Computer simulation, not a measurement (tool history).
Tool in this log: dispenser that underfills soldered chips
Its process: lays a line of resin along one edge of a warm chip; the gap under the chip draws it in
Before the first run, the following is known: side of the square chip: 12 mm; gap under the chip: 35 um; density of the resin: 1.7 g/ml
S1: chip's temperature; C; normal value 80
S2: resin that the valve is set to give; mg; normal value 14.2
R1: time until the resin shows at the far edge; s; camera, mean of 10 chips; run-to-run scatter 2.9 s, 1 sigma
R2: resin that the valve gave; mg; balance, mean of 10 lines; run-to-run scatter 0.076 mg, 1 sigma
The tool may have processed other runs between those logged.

run 1 hour=0 | S1=80 S2=14.2 | R1=362.6 R2=13.21
run 2 hour=3.4 | S1=80 S2=14.2 | R1=402.1 R2=13.03
-- hour=5.7 new syringe of resin
run 3 hour=9.9 | S1=80 S2=14.2 | R1=319.8 R2=13.17
run 4 hour=14.6 | S1=79 S2=14.2 | R1=392.8 R2=13.13
-- hour=20 new syringe of resin
run 5 hour=20.6 | S1=80 S2=14.2 | R1=287.5 R2=12.94
run 6 hour=25.3 | S1=80 S2=15.5 | R1=322.7 R2=14.21
-- hour=28.3 dispensing valve cleaned and set on the balance
run 7 hour=29.9 | S1=78 S2=16.1 | R1=383.4 R2=16.21
run 8 hour=33.6 | S1=87 S2=12.6 | R1=303.5 R2=12.44
-- hour=35.6 new syringe of resin
run 9 hour=40.5 | S1=87 S2=12.6 | R1=243.7 R2=12.61
run 10 hour=44.6 | S1=68 S2=15.5 | R1=584.7 R2=15.37
-- hour=50.1 new syringe of resin
run 11 hour=50.5 | S1=85 S2=16.9 | R1=225.7 R2=16.8

4 ways to go on from here, each from the tool as it stands after run 11. What would each give?
run A hour=55 | S1=73 S2=13.8 | R1=? R2=?
run B hour=55 | S1=85 S2=15.2 | R1=? R2=?
run C hour=55 | S1=67 S2=18.3 | R1=? R2=?
run D hour=55 | S1=75 S2=12.3 | R1=? R2=?

run=A R1=425.3 R2=13.65
run=B R1=260.1 R2=15.02
run=C R1=542.4 R2=18.16
run=D R1=404.8 R2=12.13
What these runs would have given with no unlogged condition in the tool:
run=A R1=380.5 R2=13.78
run=B R1=232.5 R2=15.17
run=C R1=486.1 R2=18.34
run=D R1=361.7 R2=12.26
